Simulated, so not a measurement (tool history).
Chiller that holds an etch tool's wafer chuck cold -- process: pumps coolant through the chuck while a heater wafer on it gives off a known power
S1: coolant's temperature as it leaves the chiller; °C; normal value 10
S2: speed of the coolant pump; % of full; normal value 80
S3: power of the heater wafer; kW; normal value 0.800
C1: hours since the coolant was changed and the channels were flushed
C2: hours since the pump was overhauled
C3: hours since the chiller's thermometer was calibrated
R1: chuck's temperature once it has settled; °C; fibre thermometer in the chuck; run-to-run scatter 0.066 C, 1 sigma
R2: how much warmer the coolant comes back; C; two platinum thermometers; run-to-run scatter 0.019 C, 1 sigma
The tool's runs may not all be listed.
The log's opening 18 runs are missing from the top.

run	hour	S1	S2	S3	C1	C2	C3	R1	R2
19	1663.0	14	80	0.800	681	3173	3640	19.82	2.72
20	1789.7	14	80	0.800	808	3299	3767	19.77	2.67
21	1899.8	10	74	0.800	918	3410	3877	16.04	2.96
22	2016.8	10	74	0.800	1035	3527	3994	15.95	2.93
23	2131.1	10	70	0.536	1149	3641	4108	14.16	2.03
24	2206.2	10	78	0.911	1224	3716	4183	16.68	3.11
25	2289.3	16	64	0.455	1307	3799	4267	19.77	1.93
26	2411.6	4	66	0.518	1430	3921	4389	8.17	2.14
27	2502.3	15	80	0.586	1520	4012	4480	19.38	1.98
28	2616.3	15	80	0.586	1634	4126	4594	19.22	1.97
29	2722.1	10	96	0.414	1740	4232	4699	12.70	1.18
30	2834.2	10	96	0.414	1852	4344	4811	12.72	1.21
31	2910.0	3	90	0.800	1928	4420	4887	8.47	2.43
32	2971.9	3	90	0.800	1990	4482	4949	8.49	2.43
33	3027.6	3	90	0.800	2046	4537	5005	8.49	2.42

Alternative continuations, all from the tool just after run 33; predict every row:
A	3119.9	16	80	0.800	2138	4630	5097	?	?
B	3119.9	10	80	0.800	2138	4630	5097	?	?
C	3119.9	3	85	0.428	2138	4630	5097	?	?

run	R1	R2
A	22.07	2.72
B	15.82	2.76
C	5.99	1.40
Without the tool's hidden state the same runs would have given:
run	R1	R2
A	21.76	2.57
B	15.50	2.61
C	5.90	1.33

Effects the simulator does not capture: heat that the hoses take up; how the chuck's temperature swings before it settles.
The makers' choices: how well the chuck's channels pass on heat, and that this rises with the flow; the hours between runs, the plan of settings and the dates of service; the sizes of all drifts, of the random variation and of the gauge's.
